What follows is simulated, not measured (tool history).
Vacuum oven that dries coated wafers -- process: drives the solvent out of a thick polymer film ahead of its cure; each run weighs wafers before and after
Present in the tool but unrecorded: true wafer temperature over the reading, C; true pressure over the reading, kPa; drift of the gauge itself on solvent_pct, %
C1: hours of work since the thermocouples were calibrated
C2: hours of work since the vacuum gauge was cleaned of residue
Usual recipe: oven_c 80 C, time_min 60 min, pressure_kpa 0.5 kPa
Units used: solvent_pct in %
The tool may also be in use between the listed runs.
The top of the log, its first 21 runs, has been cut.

Run 22, day 44.771: usual settings; C1 661; C2 82. Result: solvent_pct 2.52 %.
Run 23, day 46.892: usual settings; C1 696; C2 117. Result: solvent_pct 2.53 %.
Run 24, day 48.438: usual settings but oven_c 81 C, time_min 88 min; C1 720; C2 141. Result: solvent_pct 1.03 %.
Run 25, day 50.7: usual settings but oven_c 93 C, time_min 34 min, pressure_kpa 1.734 kPa; C1 757; C2 178. Result: solvent_pct 2.39 %.
Run 26, day 52.933: usual settings but oven_c 70 C, time_min 35 min, pressure_kpa 0.725 kPa; C1 793; C2 214. Result: solvent_pct 9.58 %.
Run 27, day 54.867: usual settings but time_min 43 min, pressure_kpa 0.782 kPa; C1 824; C2 245. Result: solvent_pct 4.55 %.
Run 28, day 56.267: usual settings but oven_c 84 C, time_min 45 min, pressure_kpa 0.372 kPa; C1 846; C2 267. Result: solvent_pct 2.89 %.
Run 29, day 58.079: usual settings but oven_c 84 C, time_min 45 min, pressure_kpa 0.372 kPa; C1 876; C2 297. Result: solvent_pct 2.85 %.
Run 30, day 59.808: usual settings but time_min 81 min; C1 903; C2 324. Result: solvent_pct 1.48 %.
Run 31, day 61.912: usual settings but time_min 81 min; C1 937; C2 358. Result: solvent_pct 1.49 %.
Run 32, day 64.629: usual settings but time_min 43 min, pressure_kpa 0.292 kPa; C1 981; C2 402. Result: solvent_pct 4.4 %.
Run 33, day 66.479: usual settings but oven_c 83 C, time_min 44 min, pressure_kpa 0.563 kPa; C1 1011; C2 432. Result: solvent_pct 3.47 %.
Run 34, day 68.183: usual settings but oven_c 83 C, time_min 44 min, pressure_kpa 0.563 kPa; C1 1038; C2 459. Result: solvent_pct 3.41 %.
Run 35, day 70.929: usual settings but time_min 32 min; C1 1082; C2 503. Result: solvent_pct 6.42 %.
Run 36, day 73.092: usual settings but oven_c 86 C, time_min 70 min, pressure_kpa 0.783 kPa; C1 1117; C2 538. Result: solvent_pct 1.21 %.
Run 37, day 75.062: usual settings but oven_c 86 C, time_min 33 min, pressure_kpa 0.947 kPa; C1 1149; C2 570. Result: solvent_pct 4.43 %.
Run 38, day 77.404: usual settings but pressure_kpa 1.034 kPa; C1 1186; C2 607. Result: solvent_pct 3.24 %.
Run 39, day 79.462: usual settings but oven_c 94 C, time_min 63 min, pressure_kpa 1.631 kPa; C1 1220; C2 641. Result: solvent_pct 1.09 %.
Run 40, day 81.379: usual settings but oven_c 94 C, time_min 63 min, pressure_kpa 1.631 kPa; C1 1250; C2 671. Result: solvent_pct 0.98 %.
At day 81.604: oven's thermocouples calibrated.
Run 41, day 83.917: usual settings but oven_c 78 C, time_min 84 min, pressure_kpa 0.33 kPa; C1 37; C2 711. Result: solvent_pct 1.6 %.
Run 42, day 86.129: usual settings but oven_c 78 C, time_min 84 min, pressure_kpa 0.33 kPa; C1 73; C2 746. Result: solvent_pct 1.61 %.
Run 43, day 88.333: usual settings but oven_c 84 C, pressure_kpa 1.491 kPa; C1 108; C2 782. Result: solvent_pct 2.26 %.
Run 44, day 90.338: usual settings but oven_c 67 C, time_min 36 min, pressure_kpa 1.491 kPa; C1 140; C2 814. Result: solvent_pct 11.04 %.
Run 45, day 91.608: usual settings but oven_c 66 C, time_min 82 min, pressure_kpa 1.491 kPa; C1 161; C2 835. Result: solvent_pct 6.48 %.
Run 46, day 94.438: usual settings but oven_c 66 C, time_min 82 min, pressure_kpa 1.491 kPa; C1 206; C2 880. Result: solvent_pct 6.64 %.

Each row is a separate what-if for the run after 46, all from the same tool condition, not one after another. Results?
Run A, day 96.379: usual settings but oven_c 66 C, time_min 43 min, pressure_kpa 0.377 kPa; C1 238; C2 911. Result: solvent_pct ?.
Run B, day 96.379: usual settings but oven_c 78 C, time_min 106 min, pressure_kpa 0.904 kPa; C1 238; C2 911. Result: solvent_pct ?.
Run C, day 96.379: usual settings but oven_c 69 C, pressure_kpa 0.666 kPa; C1 238; C2 911. Result: solvent_pct ?.
Run D, day 96.379: usual settings but time_min 74 min; C1 238; C2 911. Result: solvent_pct ?.
Run E, day 96.379: usual settings but oven_c 84 C, time_min 48 min, pressure_kpa 1.491 kPa; C1 238; C2 911. Result: solvent_pct ?.

run  solvent_pct
  A         9.66
  B         1.56
  C         6.55
  D         1.89
  E         3.06
The same runs, with their run-to-run variation unchanged, on a tool lacking any hidden condition would have given:
run  solvent_pct
  A          9.3
  B         1.32
  C         6.16
  D         1.64
  E         2.82
